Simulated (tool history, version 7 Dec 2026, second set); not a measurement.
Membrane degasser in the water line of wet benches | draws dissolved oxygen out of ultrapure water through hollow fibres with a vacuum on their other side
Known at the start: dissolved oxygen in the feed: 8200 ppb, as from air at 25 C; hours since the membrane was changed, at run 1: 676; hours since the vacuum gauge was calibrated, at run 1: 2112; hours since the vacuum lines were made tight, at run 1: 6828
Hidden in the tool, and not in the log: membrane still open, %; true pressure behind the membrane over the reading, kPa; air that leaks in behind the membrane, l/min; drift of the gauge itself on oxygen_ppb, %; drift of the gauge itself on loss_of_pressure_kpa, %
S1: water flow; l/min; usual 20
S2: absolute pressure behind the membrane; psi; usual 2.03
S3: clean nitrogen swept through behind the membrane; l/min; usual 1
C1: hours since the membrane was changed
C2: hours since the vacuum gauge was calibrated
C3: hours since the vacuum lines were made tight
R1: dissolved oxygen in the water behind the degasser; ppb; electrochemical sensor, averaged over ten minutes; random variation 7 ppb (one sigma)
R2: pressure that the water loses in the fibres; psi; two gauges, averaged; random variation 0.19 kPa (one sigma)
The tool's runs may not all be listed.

run,hour,S1,S2,S3,C1,C2,C3,R1,R2
1,0,20,2.03,1,676,2112,6828,731,5.313
2,35.5,20,2.03,1,712,2148,6863,736.4,5.314
3,86.6,20,2.03,1,763,2199,6915,724.7,5.279
4,135.4,20,2.09,1,812,2248,6963,731.3,5.278
5,199,20,2.09,1,875,2311,7027,750.5,5.353
# hour 203.5: vacuum gauge calibrated
6,252.6,20,2.03,1,928,49,7080,722.8,5.365
7,279.9,20,2.03,1,956,76,7107,749.7,5.301
8,319.7,19,1.25,0.9,995,116,7147,505.4,4.988
9,383.3,19,1.25,0.9,1059,180,7211,509.5,5.063
# hour 388.7: vacuum gauge calibrated, once more
10,411.1,12,2.83,0.7,1086,22,7238,684.8,3.197

Forecast run 11:
11,465.9,12,4.97,2.57,1141,77,7293,?,?

R1: 433.2 ppb
R2: 3.195 psi
Without the tool's hidden state the same run would have given R1 425.5 ppb, R2 3.172 psi.

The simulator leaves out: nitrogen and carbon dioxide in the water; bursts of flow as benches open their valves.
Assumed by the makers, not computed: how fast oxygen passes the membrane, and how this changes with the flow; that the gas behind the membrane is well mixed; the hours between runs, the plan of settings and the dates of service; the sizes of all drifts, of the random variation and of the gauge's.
